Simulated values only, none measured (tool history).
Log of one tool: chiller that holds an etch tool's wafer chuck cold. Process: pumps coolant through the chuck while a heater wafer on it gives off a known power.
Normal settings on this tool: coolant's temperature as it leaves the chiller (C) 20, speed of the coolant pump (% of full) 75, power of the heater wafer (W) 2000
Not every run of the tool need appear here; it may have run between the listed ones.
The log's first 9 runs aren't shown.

run     day  coolant's temperature as it leaves the chiller (C)  speed of the coolant pump (% of full)  power of the heater wafer (W)  hours since the coolant was changed and the channels were flushed  hours since the pump was overhauled  hours since the chiller's thermometer was calibrated  chuck's temperature once it has settled (C)  how much warmer the coolant comes back (C)
 10  27.908                                                  14                                     75                           2000                                                               3825                                 1864                                                  2166                                         33.2                                        6.76
     28.996  -- chiller's thermometer calibrated
 11  31.600                                                  23                                     75                           2000                                                               3912                                 1952                                                    62                                         42.2                                        6.73
 12  33.962                                                  23                                     75                           2000                                                               3969                                 2008                                                   119                                         42.2                                        6.70
 13  37.438                                                  23                                     75                           2000                                                               4052                                 2092                                                   203                                         42.1                                        6.74
 14  39.992                                                  14                                     75                           2000                                                               4114                                 2153                                                   264                                         33.2                                        6.74
 15  42.404                                                  14                                     75                           2000                                                               4172                                 2211                                                   322                                         33.2                                        6.78
 16  45.329                                                  14                                     75                           2000                                                               4242                                 2281                                                   392                                         33.2                                        6.82
 17  49.625                                                  11                                     75                           1832                                                               4345                                 2384                                                   495                                         28.5                                        6.24
 18  53.200                                                  24                                     87                           2303                                                               4431                                 2470                                                   581                                         43.6                                        6.64
 19  56.642                                                  22                                     91                           1194                                                               4513                                 2553                                                   663                                         31.8                                        3.36
 20  59.638                                                  22                                     62                           1473                                                               4585                                 2625                                                   735                                         38.6                                        6.31
 21  63.904                                                  22                                     62                           1473                                                               4688                                 2727                                                   838                                         38.5                                        6.29
 22  67.250                                                  16                                     68                           1598                                                               4768                                 2807                                                   918                                         32.6                                        6.17
 23  70.233                                                  16                                     68                           1598                                                               4839                                 2879                                                   990                                         32.7                                        6.18
 24  73.850                                                  16                                     65                           2946                                                               4926                                 2966                                                  1076                                         48.0                                       11.72
 25  76.204                                                  15                                     67                           2078                                                               4983                                 3022                                                  1133                                         36.7                                        8.09
 26  78.758                                                  13                                     75                           2382                                                               5044                                 3084                                                  1194                                         36.0                                        8.20
     79.112  -- gauge calibrated
 27  81.308                                                  13                                     75                           2382                                                               5105                                 3145                                                  1255                                         36.0                                        7.91
 28  83.608                                                  26                                     66                           2436                                                               5160                                 3200                                                  1311                                         52.2                                        9.40
 29  86.646                                                  12                                     75                           1232                                                               5233                                 3273                                                  1384                                         23.9                                        4.12
 30  91.125                                                  27                                     65                           2244                                                               5341                                 3380                                                  1491                                         51.3                                        8.83
 31  94.433                                                  27                                     65                           1688                                                               5420                                 3460                                                  1570                                         45.4                                        6.60

Alternative continuations, all from the tool just after run 31; predict every row:
  A  97.679                                                  20                                     82                           1946                                                               5498                                 3538                                                  1648                                            ?                                           ?
  B  97.679                                                  20                                     74                           2000                                                               5498                                 3538                                                  1648                                            ?                                           ?
  C  97.679                                                  10                                     72                           1171                                                               5498                                 3538                                                  1648                                            ?                                           ?
  D  97.679                                                  27                                     76                           1688                                                               5498                                 3538                                                  1648                                            ?                                           ?

run  chuck's temperature once it has settled (C)  how much warmer the coolant comes back (C)
  A                                         37.3                                        5.88
  B                                         39.5                                        6.81
  C                                         21.8                                        4.20
  D                                         43.0                                        5.68
Had the tool no hidden state, the same runs would have come out as:
run  chuck's temperature once it has settled (C)  how much warmer the coolant comes back (C)
  A                                         37.3                                        5.81
  B                                         39.4                                        6.74
  C                                         21.7                                        4.14
  D                                         43.0                                        5.61

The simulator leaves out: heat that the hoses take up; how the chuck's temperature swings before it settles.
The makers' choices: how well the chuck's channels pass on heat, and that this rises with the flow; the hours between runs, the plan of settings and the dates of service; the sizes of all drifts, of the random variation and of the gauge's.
